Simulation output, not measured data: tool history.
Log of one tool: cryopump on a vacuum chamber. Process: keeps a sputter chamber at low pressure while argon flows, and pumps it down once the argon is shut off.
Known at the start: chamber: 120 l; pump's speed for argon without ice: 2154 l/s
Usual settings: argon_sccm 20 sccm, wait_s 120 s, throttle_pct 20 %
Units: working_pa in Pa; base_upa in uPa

Run 1, day 0: usual settings. Result: working_pa 0.0793 Pa, base_upa 0.56 uPa.
Run 2, day 3.062: usual settings. Result: working_pa 0.0785 Pa, base_upa 0.56 uPa.
Run 3, day 4.442: usual settings but argon_sccm 30 sccm. Result: working_pa 0.1175 Pa, base_upa 0.55 uPa.
Run 4, day 7.108: usual settings but argon_sccm 10 sccm. Result: working_pa 0.0392 Pa, base_upa 0.59 uPa.
Run 5, day 9.604: usual settings but argon_sccm 10 sccm. Result: working_pa 0.0395 Pa, base_upa 0.59 uPa.
Run 6, day 12.471: usual settings but argon_sccm 10 sccm. Result: working_pa 0.0388 Pa, base_upa 0.64 uPa.
Run 7, day 14.779: usual settings but argon_sccm 10 sccm. Result: working_pa 0.0394 Pa, base_upa 0.65 uPa.
Run 8, day 18.012: usual settings but argon_sccm 36 sccm. Result: working_pa 0.1421 Pa, base_upa 0.7 uPa.
Run 9, day 20.346: usual settings but argon_sccm 36 sccm, wait_s 220 s. Result: working_pa 0.1423 Pa, base_upa 0.63 uPa.
Run 10, day 21.821: usual settings. Result: working_pa 0.08 Pa, base_upa 0.71 uPa.
Run 11, day 23.462: usual settings but wait_s 143 s. Result: working_pa 0.0789 Pa, base_upa 0.68 uPa.
Run 12, day 25.729: usual settings but wait_s 143 s. Result: working_pa 0.0799 Pa, base_upa 0.71 uPa.
Run 13, day 27.612: usual settings but wait_s 143 s. Result: working_pa 0.08 Pa, base_upa 0.78 uPa.
Run 14, day 29.254: usual settings. Result: working_pa 0.0815 Pa, base_upa 0.83 uPa.
Run 15, day 30.988: usual settings but argon_sccm 9 sccm. Result: working_pa 0.0363 Pa, base_upa 0.81 uPa.
Run 16, day 33.454: usual settings but argon_sccm 9 sccm. Result: working_pa 0.0356 Pa, base_upa 0.86 uPa.
Run 17, day 35.708: usual settings but argon_sccm 9 sccm. Result: working_pa 0.0369 Pa, base_upa 0.86 uPa.
Run 18, day 38.362: usual settings but argon_sccm 9 sccm. Result: working_pa 0.036 Pa, base_upa 0.87 uPa.
Run 19, day 41.442: usual settings but argon_sccm 17 sccm, wait_s 20 s, throttle_pct 26 %. Result: working_pa 0.0529 Pa, base_upa 1.9 uPa.
Run 20, day 43.592: usual settings but argon_sccm 17 sccm, wait_s 20 s, throttle_pct 26 %. Result: working_pa 0.0536 Pa, base_upa 1.86 uPa.
Run 21, day 46.667: usual settings but argon_sccm 10 sccm, wait_s 107 s. Result: working_pa 0.0404 Pa, base_upa 0.96 uPa.
Run 22, day 49.546: usual settings but argon_sccm 16 sccm, throttle_pct 51 %. Result: working_pa 0.0263 Pa, base_upa 1.01 uPa.
Run 23, day 50.954: usual settings but argon_sccm 16 sccm, wait_s 35 s, throttle_pct 37 %. Result: working_pa 0.0359 Pa, base_upa 1.47 uPa.
Run 24, day 53.971: usual settings but argon_sccm 16 sccm, wait_s 35 s, throttle_pct 37 %. Result: working_pa 0.037 Pa, base_upa 1.54 uPa.
Run 25, day 56.525: usual settings but wait_s 39 s. Result: working_pa 0.0818 Pa, base_upa 1.46 uPa.
At day 58.871: leaking fittings of the chamber tightened, without venting.
Run 26, day 59.45: usual settings but wait_s 34 s, throttle_pct 27 %. Result: working_pa 0.0619 Pa, base_upa 0.82 uPa.
Run 27, day 62.8: usual settings but argon_sccm 37 sccm, wait_s 34 s, throttle_pct 26 %. Result: working_pa 0.1176 Pa, base_upa 0.86 uPa.
Run 28, day 65.008: usual settings but argon_sccm 13 sccm, wait_s 53 s, throttle_pct 26 %. Result: working_pa 0.0419 Pa, base_upa 0.6 uPa.
Run 29, day 67.217: usual settings but argon_sccm 33 sccm, wait_s 200 s, throttle_pct 26 %. Result: working_pa 0.1056 Pa, base_upa 0.35 uPa.
Run 30, day 69.167: usual settings but argon_sccm 33 sccm, wait_s 200 s, throttle_pct 26 %. Result: working_pa 0.1063 Pa, base_upa 0.41 uPa.
At day 69.762: pump warmed up, emptied and cooled again.
Run 31, day 71.612: usual settings but argon_sccm 12 sccm, wait_s 277 s, throttle_pct 22 %. Result: working_pa 0.0436 Pa, base_upa 0.34 uPa.
Run 32, day 73.267: usual settings but argon_sccm 27 sccm, wait_s 217 s. Result: working_pa 0.1065 Pa, base_upa 0.32 uPa.
Run 33, day 75.638: usual settings but argon_sccm 27 sccm, wait_s 217 s. Result: working_pa 0.1061 Pa, base_upa 0.37 uPa.
Run 34, day 77.425: usual settings but argon_sccm 11 sccm, wait_s 85 s. Result: working_pa 0.0438 Pa, base_upa 0.53 uPa.

The same runs without the tool's hidden state, with the same run-to-run variation:
The hidden state here: pump's speed, % of a pump's without ice; cold plate's temperature, K; leak into the chamber, uPa l/s; drift of the gauge itself on working_pa, %; drift of the gauge itself on base_upa, %.
run  working_pa  base_upa
  1       0.079      0.34
  2      0.0781      0.33
  3      0.1168       0.3
  4      0.0389      0.32
  5      0.0391       0.3
  6      0.0384      0.32
  7       0.039      0.31
  8      0.1402      0.33
  9      0.1402      0.25
 10      0.0788       0.3
 11      0.0776      0.27
 12      0.0785      0.28
 13      0.0785      0.31
 14      0.0799      0.35
 15      0.0355      0.32
 16      0.0348      0.33
 17       0.036      0.32
 18      0.0351      0.31
 19       0.051      1.28
 20      0.0516      1.23
 21      0.0391       0.3
 22      0.0242      0.33
 23      0.0338      0.76
 24      0.0347      0.79
 25      0.0787      0.69
 26      0.0587      0.78
 27      0.1113      0.79
 28      0.0396      0.51
 29      0.0995      0.24
 30         0.1      0.27
 31      0.0433      0.24
 32      0.1057       0.2
 33      0.1051      0.23
 34      0.0433      0.37
